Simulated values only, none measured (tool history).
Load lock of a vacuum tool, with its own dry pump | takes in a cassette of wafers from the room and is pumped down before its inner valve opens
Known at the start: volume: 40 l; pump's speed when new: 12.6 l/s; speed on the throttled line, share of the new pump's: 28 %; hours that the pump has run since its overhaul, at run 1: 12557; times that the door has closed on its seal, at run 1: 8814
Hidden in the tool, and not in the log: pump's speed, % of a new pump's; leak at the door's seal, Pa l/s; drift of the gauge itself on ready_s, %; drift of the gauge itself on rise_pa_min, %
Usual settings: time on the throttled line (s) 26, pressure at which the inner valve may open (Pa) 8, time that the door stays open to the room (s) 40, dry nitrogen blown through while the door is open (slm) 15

run    hour  time on the throttled line (s)  pressure at which the inner valve may open (Pa)  time that the door stays open to the room (s)  dry nitrogen blown through while the door is open (slm)  hours that the pump has run since its overhaul  times that the door has closed on its seal  incoming humidity of the room's air, %  time from the closed door until the inner valve may open (s)  rise of the pressure with all valves shut (Pa/min)
  1       0                              26                                                8                                             40                                                       15                                           12557                                        8814                                    40.6                                                          53.9                                               0.042
  2   102.4                              26                                                8                                             40                                                       15                                           12659                                        9183                                    41.4                                                          53.3                                               0.044
  3   237.2                              26                                               11                                             40                                                       15                                           12794                                        9670                                    43.2                                                          52.4                                               0.049
  4   292.2                              26                                                8                                             40                                                       15                                           12849                                        9869                                    46.3                                                          54.7                                               0.048
  5   424.5                              26                                                8                                             40                                                       15                                           12982                                       10346                                    44.7                                                            54                                               0.054
  6   499.6                              26                                                8                                             40                                                       13                                           13057                                       10617                                    46.7                                                          53.8                                               0.053
  7   609.7                              26                                                8                                             50                                                       15                                           13167                                       11015                                    47.4                                                            54                                               0.052
  8   693.8                              26                                                8                                             50                                                       15                                           13251                                       11319                                    48.3                                                            54                                               0.056
  9   807.6                              26                                                8                                             40                                                       35                                           13365                                       11730                                    42.3                                                          54.2                                               0.047
 10   934.6                              26                                                8                                             40                                                       35                                           13492                                       12188                                    45.8                                                          54.8                                               0.052
 11  1061.3                              26                                                8                                             40                                                       35                                           13618                                       12646                                    46.9                                                          54.7                                               0.055
 12  1116.1                              26                                                8                                             40                                                       35                                           13673                                       12843                                    45.5                                                          55.5                                               0.052
 13  1215.8                              26                                                6                                             40                                                       35                                           13773                                       13203                                    44.3                                                            56                                               0.059
 14  1332.1                              26                                                6                                             40                                                       35                                           13889                                       13623                                    47.6                                                          56.2                                               0.056
 15  1420.2                              26                                                6                                             40                                                       23                                           13977                                       13941                                    41.4                                                          55.4                                               0.056
 16  1514.3                              26                                                6                                             40                                                       23                                           14071                                       14281                                    47.4                                                          55.8                                               0.061
 17  1635.3                              26                                                6                                             40                                                       23                                           14192                                       14718                                      45                                                          55.2                                               0.061
 18  1768.6                              26                                                6                                             78                                                       23                                           14326                                       15199                                    45.1                                                          56.1                                               0.074
 19  1886.2                              26                                                6                                             78                                                       23                                           14443                                       15624                                    45.8                                                          55.6                                               0.079
 20  1957.7                              33                                                8                                             31                                                       37                                           14515                                       15882                                    47.2                                                          59.9                                               0.064

Run 21 comes next. What will it give?
 21  2092.5                              21                                                8                                             40                                                       15                                           14650                                       16368                                    45.6                                                             ?                                                   ?

{"run 21": {"time from the closed door until the inner valve may open (s)": 50.9, "rise of the pressure with all valves shut (Pa/min)": 0.078}}
Without the tool's hidden state the same run would have given time from the closed door until the inner valve may open (s) 45, rise of the pressure with all valves shut (Pa/min) 0.021.
